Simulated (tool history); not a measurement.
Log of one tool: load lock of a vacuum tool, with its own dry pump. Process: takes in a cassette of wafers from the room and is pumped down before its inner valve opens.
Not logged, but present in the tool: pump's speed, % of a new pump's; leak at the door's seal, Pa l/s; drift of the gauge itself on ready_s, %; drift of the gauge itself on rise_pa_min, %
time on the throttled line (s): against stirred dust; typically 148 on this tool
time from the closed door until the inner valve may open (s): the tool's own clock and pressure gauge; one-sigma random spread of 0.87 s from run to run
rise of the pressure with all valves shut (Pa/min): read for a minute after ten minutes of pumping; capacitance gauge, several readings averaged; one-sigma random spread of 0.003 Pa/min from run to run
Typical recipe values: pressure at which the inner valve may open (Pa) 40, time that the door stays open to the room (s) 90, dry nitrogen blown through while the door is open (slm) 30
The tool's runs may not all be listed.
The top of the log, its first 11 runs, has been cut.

run	hour	time on the throttled line (s)	pressure at which the inner valve may open (Pa)	time that the door stays open to the room (s)	dry nitrogen blown through while the door is open (slm)	hours that the pump has run since its overhaul	times that the door has closed on its seal	incoming humidity of the room's air, %	time from the closed door until the inner valve may open (s)	rise of the pressure with all valves shut (Pa/min)
# hour 2680.6: door's seal changed, seat wiped
12	2773.1	148	40	90	6	6960	273	41.5	229.9	0.065
13	2963.3	148	40	90	30	7151	834	46.3	230.1	0.046
14	3201.1	148	40	90	30	7388	1535	45.3	230.3	0.042
15	3476.0	148	40	90	30	7663	2347	44.3	229.9	0.041
16	3819.6	148	40	137	30	8007	3360	44.0	230.7	0.054
17	4088.1	148	40	29	30	8275	4152	48.0	231.4	0.030
18	4332.2	148	40	29	6	8519	4872	48.9	231.5	0.047
19	4617.8	83	60	113	16	8805	5715	45.9	175.9	0.078
20	4853.6	87	40	90	30	9041	6411	44.2	185.9	0.058
21	5133.4	87	40	27	30	9321	7236	41.3	187.2	0.046
22	5310.9	148	69	90	30	9498	7760	43.8	223.7	0.060
23	5463.5	148	40	64	40	9651	8210	44.2	231.1	0.051
24	5735.3	79	48	90	30	9922	9012	50.0	178.9	0.070
25	6060.4	148	51	169	5	10248	9971	46.1	226.8	0.142
26	6400.2	224	32	66	10	10587	10974	43.4	292.1	0.084
27	6726.8	148	53	77	30	10914	11937	42.8	226.7	0.080
28	7019.6	148	53	77	30	11207	12801	46.0	227.9	0.083
29	7356.6	249	53	134	30	11544	13796	45.2	301.4	0.099
30	7582.5	249	70	46	12	11770	14462	45.1	297.9	0.096

Here are 5 independent what-if runs from the current tool condition. What would each one return?
A	7754.7	229	40	90	30	11942	14970	45.2	?	?
B	7754.7	146	28	72	30	11942	14970	47.2	?	?
C	7754.7	249	70	149	26	11942	14970	46.3	?	?
D	7754.7	126	70	147	12	11942	14970	43.0	?	?
E	7754.7	237	70	128	16	11942	14970	41.6	?	?

run	time from the closed door until the inner valve may open (s)	rise of the pressure with all valves shut (Pa/min)
A	290.8	0.101
B	236.1	0.093
C	297.7	0.122
D	207.7	0.141
E	288.5	0.122
With the hidden condition removed and each run's random variation left untouched, the same runs would have given:
run	time from the closed door until the inner valve may open (s)	rise of the pressure with all valves shut (Pa/min)
A	286.6	0.039
B	230.0	0.030
C	294.5	0.060
D	202.2	0.078
E	285.0	0.060
